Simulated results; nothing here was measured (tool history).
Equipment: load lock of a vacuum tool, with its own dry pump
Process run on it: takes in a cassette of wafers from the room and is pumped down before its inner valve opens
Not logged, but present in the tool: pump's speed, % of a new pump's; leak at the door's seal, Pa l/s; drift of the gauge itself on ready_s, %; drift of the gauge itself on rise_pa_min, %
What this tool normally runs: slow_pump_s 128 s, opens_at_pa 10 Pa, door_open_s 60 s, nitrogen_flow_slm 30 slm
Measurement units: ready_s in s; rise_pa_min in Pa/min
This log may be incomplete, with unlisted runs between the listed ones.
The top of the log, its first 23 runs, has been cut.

run     hour  slow_pump_s  opens_at_pa  door_open_s  nitrogen_flow_slm  hours that the pump has run since its overhaul  times that the door has closed on its seal  incoming humidity of the room's air, %  ready_s  rise_pa_min
 24   9149.7           98           14           30                 30                                           11411                                       11536                                    49.1    238.6        0.078
 25   9625.8          203            8           60                 30                                           11888                                       13528                                    47.3    317.2          0.1
 26   9962.5          211            9           71                 30                                           12224                                       14937                                    45.9    319.9        0.112
 27    10502          211            9           71                 30                                           12764                                       17195                                    42.9    322.5        0.139
 28  10782.7          129           13          182                  7                                           13044                                       18369                                    45.9      264        0.195
 29  11190.1          129           13          182                  7                                           13452                                       20074                                    44.8    263.1        0.209
 30  11669.5           72            8          149                 13                                           13931                                       22081                                    44.7    242.3        0.228
 31  11929.2          147           10          206                 13                                           14191                                       23167                                    48.5    284.9        0.259
 32  12329.4           87           10           59                 30                                           14591                                       24842                                    44.2    248.3        0.244
     12490.2  -- door's seal changed, seat wiped
 33  12609.9          199           10           59                 30                                           14870                                         501                                      44    315.2        0.015
     12868.3  -- dry pump taken out, an overhauled one fitted
 34  13204.2          199           10           59                 30                                             336                                        2963                                    48.3      287        0.025
 35  13560.1           93           14          134                 30                                             692                                        4453                                    44.8    207.5        0.046
 36  13874.9           93           14          134                 30                                            1007                                        5770                                    45.3    208.8        0.051
 37    14237           69           17          200                 43                                            1369                                        7285                                    43.3      188        0.066

Predict each of these 3 candidate next runs independently; none follows another, all start after run 37:
  A  14592.7           71           17           95                 43                                            1724                                        8774                                    46.2        ?            ?
  B  14592.7           69           10           34                 18                                            1724                                        8774                                    45.4        ?            ?
  C  14592.7          168            8          200                 26                                            1724                                        8774                                    42.6        ?            ?

run  ready_s  rise_pa_min
  A    192.7        0.068
  B    199.7        0.063
  C    271.1        0.084
Take away the tool's hidden state, keep each run's random variation, and the runs would have read:
run  ready_s  rise_pa_min
  A    188.3        0.023
  B      195        0.018
  C    267.3        0.038
